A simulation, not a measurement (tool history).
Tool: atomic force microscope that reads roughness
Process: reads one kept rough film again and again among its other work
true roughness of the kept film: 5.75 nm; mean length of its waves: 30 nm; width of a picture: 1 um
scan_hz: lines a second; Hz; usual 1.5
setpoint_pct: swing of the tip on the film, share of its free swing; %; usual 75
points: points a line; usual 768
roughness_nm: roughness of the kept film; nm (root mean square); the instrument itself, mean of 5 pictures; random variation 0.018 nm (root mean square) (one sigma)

{"run": 1, "hour": 0.0, "scan_hz": 1.5, "setpoint_pct": 75, "points": 768, "roughness_nm": 4.512}
{"run": 2, "hour": 6.5, "scan_hz": 1.5, "setpoint_pct": 75, "points": 768, "roughness_nm": 4.483}
{"run": 3, "hour": 11.1, "scan_hz": 1.5, "setpoint_pct": 75, "points": 768, "roughness_nm": 4.483}
{"run": 4, "hour": 21.3, "scan_hz": 1.5, "setpoint_pct": 75, "points": 768, "roughness_nm": 4.49}
{"run": 5, "hour": 26.9, "scan_hz": 1.5, "setpoint_pct": 75, "points": 768, "roughness_nm": 4.488}
{"run": 6, "hour": 36.2, "scan_hz": 1.5, "setpoint_pct": 75, "points": 768, "roughness_nm": 4.509}
{"run": 7, "hour": 43.5, "scan_hz": 1.5, "setpoint_pct": 75, "points": 768, "roughness_nm": 4.522}
{"run": 8, "hour": 48.2, "scan_hz": 1.5, "setpoint_pct": 75, "points": 768, "roughness_nm": 4.496}
{"run": 9, "hour": 54.5, "scan_hz": 1.5, "setpoint_pct": 75, "points": 768, "roughness_nm": 4.532}
{"run": 10, "hour": 63.2, "scan_hz": 1.5, "setpoint_pct": 75, "points": 768, "roughness_nm": 4.453}
{"run": 11, "hour": 72.1, "scan_hz": 1.5, "setpoint_pct": 75, "points": 768, "roughness_nm": 4.474}
{"run": 12, "hour": 82.4, "scan_hz": 1.5, "setpoint_pct": 75, "points": 768, "roughness_nm": 4.484}
{"run": 13, "hour": 90.2, "scan_hz": 1.5, "setpoint_pct": 75, "points": 768, "roughness_nm": 4.491}
{"run": 14, "hour": 100.6, "scan_hz": 1.5, "setpoint_pct": 75, "points": 768, "roughness_nm": 4.508}
{"run": 15, "hour": 106.5, "scan_hz": 1.5, "setpoint_pct": 75, "points": 768, "roughness_nm": 4.49}
{"run": 16, "hour": 114.8, "scan_hz": 1.5, "setpoint_pct": 75, "points": 768, "roughness_nm": 4.486}
{"run": 17, "hour": 119.2, "scan_hz": 1.5, "setpoint_pct": 75, "points": 768, "roughness_nm": 4.518}
{"run": 18, "hour": 128.8, "scan_hz": 1.5, "setpoint_pct": 75, "points": 768, "roughness_nm": 4.508}
{"run": 19, "hour": 136.8, "scan_hz": 1.5, "setpoint_pct": 58, "points": 768, "roughness_nm": 4.724}
{"run": 20, "hour": 146.8, "scan_hz": 1.5, "setpoint_pct": 58, "points": 768, "roughness_nm": 4.725}
{"run": 21, "hour": 152.9, "scan_hz": 1.5, "setpoint_pct": 58, "points": 768, "roughness_nm": 4.761}
{"run": 22, "hour": 157.7, "scan_hz": 1.5, "setpoint_pct": 58, "points": 768, "roughness_nm": 4.739}
{"run": 23, "hour": 165.9, "scan_hz": 1.5, "setpoint_pct": 58, "points": 768, "roughness_nm": 4.728}
{"run": 24, "hour": 175.6, "scan_hz": 1.99, "setpoint_pct": 75, "points": 768, "roughness_nm": 4.387}
{"run": 25, "hour": 185.3, "scan_hz": 0.7, "setpoint_pct": 73, "points": 933, "roughness_nm": 4.686}
{"hour": 187.9, "done": "new tip fitted"}
{"run": 26, "hour": 190.4, "scan_hz": 3.31, "setpoint_pct": 80, "points": 818, "roughness_nm": 3.947}
{"run": 27, "hour": 198.0, "scan_hz": 3.31, "setpoint_pct": 80, "points": 818, "roughness_nm": 3.919}
{"run": 28, "hour": 208.0, "scan_hz": 0.61, "setpoint_pct": 65, "points": 768, "roughness_nm": 4.799}
{"run": 29, "hour": 214.9, "scan_hz": 1.5, "setpoint_pct": 75, "points": 746, "roughness_nm": 4.471}
{"run": 30, "hour": 220.6, "scan_hz": 1.44, "setpoint_pct": 78, "points": 484, "roughness_nm": 4.385}
{"run": 31, "hour": 229.4, "scan_hz": 1.86, "setpoint_pct": 70, "points": 509, "roughness_nm": 4.521}
{"run": 32, "hour": 237.6, "scan_hz": 1.86, "setpoint_pct": 70, "points": 509, "roughness_nm": 4.516}
{"run": 33, "hour": 244.5, "scan_hz": 1.74, "setpoint_pct": 59, "points": 365, "roughness_nm": 4.662}
{"run": 34, "hour": 253.3, "scan_hz": 2.09, "setpoint_pct": 59, "points": 365, "roughness_nm": 4.635}
{"run": 35, "hour": 258.7, "scan_hz": 0.55, "setpoint_pct": 61, "points": 750, "roughness_nm": 4.822}
{"run": 36, "hour": 265.2, "scan_hz": 0.55, "setpoint_pct": 61, "points": 750, "roughness_nm": 4.785}
{"run": 37, "hour": 271.9, "scan_hz": 1.28, "setpoint_pct": 75, "points": 667, "roughness_nm": 4.539}
{"run": 38, "hour": 281.4, "scan_hz": 1.5, "setpoint_pct": 75, "points": 306, "roughness_nm": 4.475}
{"run": 39, "hour": 291.6, "scan_hz": 2.77, "setpoint_pct": 88, "points": 858, "roughness_nm": 3.814}
{"run": 40, "hour": 297.1, "scan_hz": 2.56, "setpoint_pct": 88, "points": 858, "roughness_nm": 3.827}
{"run": 41, "hour": 302.5, "scan_hz": 1.57, "setpoint_pct": 62, "points": 288, "roughness_nm": 4.6}
{"run": 42, "hour": 308.7, "scan_hz": 1.5, "setpoint_pct": 61, "points": 768, "roughness_nm": 4.675}
{"run": 43, "hour": 317.8, "scan_hz": 1.5, "setpoint_pct": 61, "points": 768, "roughness_nm": 4.695}
{"run": 44, "hour": 323.3, "scan_hz": 0.67, "setpoint_pct": 80, "points": 300, "roughness_nm": 4.603}
{"run": 45, "hour": 329.5, "scan_hz": 0.85, "setpoint_pct": 71, "points": 768, "roughness_nm": 4.734}
{"run": 46, "hour": 334.8, "scan_hz": 3.88, "setpoint_pct": 61, "points": 953, "roughness_nm": 4.464}
{"run": 47, "hour": 343.8, "scan_hz": 0.56, "setpoint_pct": 85, "points": 263, "roughness_nm": 4.557}
{"run": 48, "hour": 352.5, "scan_hz": 0.56, "setpoint_pct": 85, "points": 263, "roughness_nm": 4.586}

Forecast each of these 4 alternatives for the next run:
{"run": "A", "hour": 360.8, "scan_hz": 0.71, "setpoint_pct": 75, "points": 768, "roughness_nm": "?"}
{"run": "B", "hour": 360.8, "scan_hz": 1.43, "setpoint_pct": 62, "points": 391, "roughness_nm": "?"}
{"run": "C", "hour": 360.8, "scan_hz": 1.1, "setpoint_pct": 88, "points": 475, "roughness_nm": "?"}
{"run": "D", "hour": 360.8, "scan_hz": 2.31, "setpoint_pct": 75, "points": 768, "roughness_nm": "?"}

run=A roughness_nm=4.717
run=B roughness_nm=4.684
run=C roughness_nm=4.349
run=D roughness_nm=4.304
Without the tool's hidden state the same runs would have given:
run=A roughness_nm=4.724
run=B roughness_nm=4.69
run=C roughness_nm=4.355
run=D roughness_nm=4.31
